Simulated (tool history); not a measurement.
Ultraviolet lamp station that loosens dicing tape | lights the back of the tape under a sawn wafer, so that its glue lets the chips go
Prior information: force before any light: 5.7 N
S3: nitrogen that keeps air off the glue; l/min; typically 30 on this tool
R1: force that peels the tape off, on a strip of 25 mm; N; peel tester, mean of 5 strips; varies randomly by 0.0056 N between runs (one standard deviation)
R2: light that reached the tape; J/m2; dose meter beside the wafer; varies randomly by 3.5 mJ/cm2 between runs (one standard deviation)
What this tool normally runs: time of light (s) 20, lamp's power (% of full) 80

{"run": 1, "hour": 0.0, "time of light (s)": 20, "lamp's power (% of full)": 80, "S3": 30, "R1": 0.159, "R2": 5280}
{"run": 2, "hour": 24.2, "time of light (s)": 20, "lamp's power (% of full)": 80, "S3": 13, "R1": 0.221, "R2": 5300}
{"run": 3, "hour": 34.8, "time of light (s)": 14, "lamp's power (% of full)": 80, "S3": 13, "R1": 0.511, "R2": 3690}
{"run": 4, "hour": 46.6, "time of light (s)": 14, "lamp's power (% of full)": 80, "S3": 13, "R1": 0.521, "R2": 3690}
{"run": 5, "hour": 66.7, "time of light (s)": 14, "lamp's power (% of full)": 80, "S3": 13, "R1": 0.514, "R2": 3730}
{"run": 6, "hour": 81.1, "time of light (s)": 14, "lamp's power (% of full)": 100, "S3": 13, "R1": 0.318, "R2": 4620}
{"run": 7, "hour": 98.6, "time of light (s)": 14, "lamp's power (% of full)": 100, "S3": 13, "R1": 0.278, "R2": 4880}
{"run": 8, "hour": 116.8, "time of light (s)": 14, "lamp's power (% of full)": 100, "S3": 13, "R1": 0.265, "R2": 4860}
{"run": 9, "hour": 133.6, "time of light (s)": 20, "lamp's power (% of full)": 80, "S3": 30, "R1": 0.15, "R2": 5540}
{"run": 10, "hour": 151.5, "time of light (s)": 20, "lamp's power (% of full)": 80, "S3": 30, "R1": 0.155, "R2": 5490}
{"run": 11, "hour": 168.5, "time of light (s)": 26, "lamp's power (% of full)": 80, "S3": 30, "R1": 0.087, "R2": 7140}
{"run": 12, "hour": 186.2, "time of light (s)": 26, "lamp's power (% of full)": 80, "S3": 30, "R1": 0.092, "R2": 7140}
{"run": 13, "hour": 210.3, "time of light (s)": 24, "lamp's power (% of full)": 64, "S3": 30, "R1": 0.158, "R2": 5210}
{"run": 14, "hour": 227.6, "time of light (s)": 24, "lamp's power (% of full)": 92, "S3": 20, "R1": 0.092, "R2": 7500}
{"run": 15, "hour": 248.0, "time of light (s)": 24, "lamp's power (% of full)": 85, "S3": 30, "R1": 0.11, "R2": 7010}
{"run": 16, "hour": 273.1, "time of light (s)": 25, "lamp's power (% of full)": 65, "S3": 52, "R1": 0.13, "R2": 5460}
{"run": 17, "hour": 287.6, "time of light (s)": 20, "lamp's power (% of full)": 68, "S3": 42, "R1": 0.197, "R2": 4540}
{"run": 18, "hour": 306.1, "time of light (s)": 20, "lamp's power (% of full)": 68, "S3": 42, "R1": 0.187, "R2": 4540}
{"run": 19, "hour": 317.3, "time of light (s)": 20, "lamp's power (% of full)": 85, "S3": 21, "R1": 0.15, "R2": 5710}

Missing from the log above: 1 entry noted between runs. For each, name the pair of listed runs it sits between and say how the tool's hidden condition differs from the listed run just before to the listed run just after:
Between runs 6 and 7: window cleaned of glue's vapour (hour 90.9)
  lamp's light, % of a new lamp's: 96.5 -> 96.4; light that the window lets through, % of a clean one's: 93.4 -> 99.3
  the result without the hidden state subtracted from the measured one, R1: +0.070 -> +0.027 N; R2: -500 -> -220 J/m2
